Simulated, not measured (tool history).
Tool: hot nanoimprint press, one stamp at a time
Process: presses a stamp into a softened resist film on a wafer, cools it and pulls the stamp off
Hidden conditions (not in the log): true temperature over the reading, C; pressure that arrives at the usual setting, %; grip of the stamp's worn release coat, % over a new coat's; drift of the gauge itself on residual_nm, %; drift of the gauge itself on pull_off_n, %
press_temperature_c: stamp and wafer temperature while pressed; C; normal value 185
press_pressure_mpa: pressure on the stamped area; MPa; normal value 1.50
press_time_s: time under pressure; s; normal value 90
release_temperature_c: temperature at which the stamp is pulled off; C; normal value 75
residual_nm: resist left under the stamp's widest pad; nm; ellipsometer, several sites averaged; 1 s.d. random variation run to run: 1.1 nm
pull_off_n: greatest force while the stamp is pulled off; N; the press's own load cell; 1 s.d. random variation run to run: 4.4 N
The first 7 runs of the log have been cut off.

| run | hour | press_temperature_c | press_pressure_mpa | press_time_s | release_temperature_c | hours of work since the thermocouple was calibrated | imprints on the stamp's release coat | hours of work since the press's seals were changed | residual_nm | pull_off_n |
|---|---|---|---|---|---|---|---|---|---|---|
| 8 | 103.4 | 185 | 1.32 | 90 | 75 | 476 | 393 | 68 | 163.7 | 221 |
| 9 | 118.1 | 185 | 1.32 | 90 | 75 | 484 | 437 | 76 | 163.5 | 224 |
| 10 | 142.1 | 185 | 1.32 | 90 | 75 | 497 | 508 | 89 | 162.3 | 227 |
| 11 | 158.6 | 185 | 1.32 | 90 | 75 | 506 | 557 | 99 | 164.5 | 227 |
| 12 | 173.4 | 185 | 1.32 | 90 | 75 | 515 | 601 | 107 | 162.7 | 221 |
|  | 179.0 | plate thermocouple calibrated |
| 13 | 194.0 | 185 | 1.32 | 90 | 75 | 8 | 653 | 116 | 167.9 | 236 |
| 14 | 212.6 | 179 | 1.50 | 90 | 75 | 18 | 709 | 127 | 191.5 | 237 |
| 15 | 237.8 | 185 | 1.50 | 90 | 75 | 32 | 783 | 140 | 161.4 | 243 |
| 16 | 253.3 | 185 | 1.50 | 90 | 80 | 41 | 830 | 149 | 160.6 | 218 |
| 17 | 263.8 | 177 | 1.50 | 90 | 75 | 47 | 861 | 155 | 202.2 | 242 |
| 18 | 288.5 | 175 | 2.32 | 90 | 75 | 60 | 934 | 168 | 179.7 | 238 |
| 19 | 307.4 | 175 | 2.32 | 90 | 75 | 71 | 990 | 179 | 180.8 | 249 |
| 20 | 324.8 | 175 | 2.32 | 90 | 75 | 80 | 1042 | 188 | 179.3 | 243 |
| 21 | 341.3 | 175 | 2.32 | 90 | 75 | 89 | 1091 | 197 | 176.6 | 248 |
| 22 | 355.4 | 192 | 2.32 | 90 | 72 | 97 | 1133 | 205 | 103.5 | 263 |
| 23 | 371.4 | 192 | 2.32 | 90 | 72 | 106 | 1181 | 214 | 105.9 | 266 |
| 24 | 393.9 | 182 | 1.38 | 67 | 73 | 118 | 1248 | 226 | 200.5 | 257 |
| 25 | 409.7 | 185 | 1.50 | 70 | 70 | 127 | 1295 | 235 | 175.0 | 271 |
| 26 | 422.9 | 182 | 1.50 | 164 | 75 | 134 | 1334 | 242 | 140.0 | 256 |
| 27 | 447.5 | 182 | 1.50 | 164 | 75 | 148 | 1407 | 256 | 141.1 | 262 |
| 28 | 467.3 | 182 | 1.50 | 164 | 75 | 159 | 1466 | 267 | 138.9 | 247 |
| 29 | 491.8 | 185 | 1.68 | 90 | 70 | 172 | 1539 | 280 | 150.7 | 281 |
| 30 | 511.2 | 185 | 1.41 | 178 | 66 | 183 | 1596 | 291 | 127.1 | 301 |

Below are 4 alternative next runs, each starting from the tool's condition after run 30. Predict each:
| A | 523.5 | 176 | 1.41 | 178 | 70 | 189 | 1633 | 298 | ? | ? |
| B | 523.5 | 184 | 1.32 | 90 | 80 | 189 | 1633 | 298 | ? | ? |
| C | 523.5 | 193 | 1.88 | 57 | 75 | 189 | 1633 | 298 | ? | ? |
| D | 523.5 | 188 | 1.22 | 82 | 66 | 189 | 1633 | 298 | ? | ? |

| run | residual_nm | pull_off_n |
|---|---|---|
| A | 169.6 | 287 |
| B | 175.0 | 238 |
| C | 133.6 | 258 |
| D | 168.0 | 304 |
Without the tool's hidden state the same runs would have given:
| run | residual_nm | pull_off_n |
|---|---|---|
| A | 172.0 | 239 |
| B | 177.1 | 199 |
| C | 134.3 | 215 |
| D | 170.0 | 253 |

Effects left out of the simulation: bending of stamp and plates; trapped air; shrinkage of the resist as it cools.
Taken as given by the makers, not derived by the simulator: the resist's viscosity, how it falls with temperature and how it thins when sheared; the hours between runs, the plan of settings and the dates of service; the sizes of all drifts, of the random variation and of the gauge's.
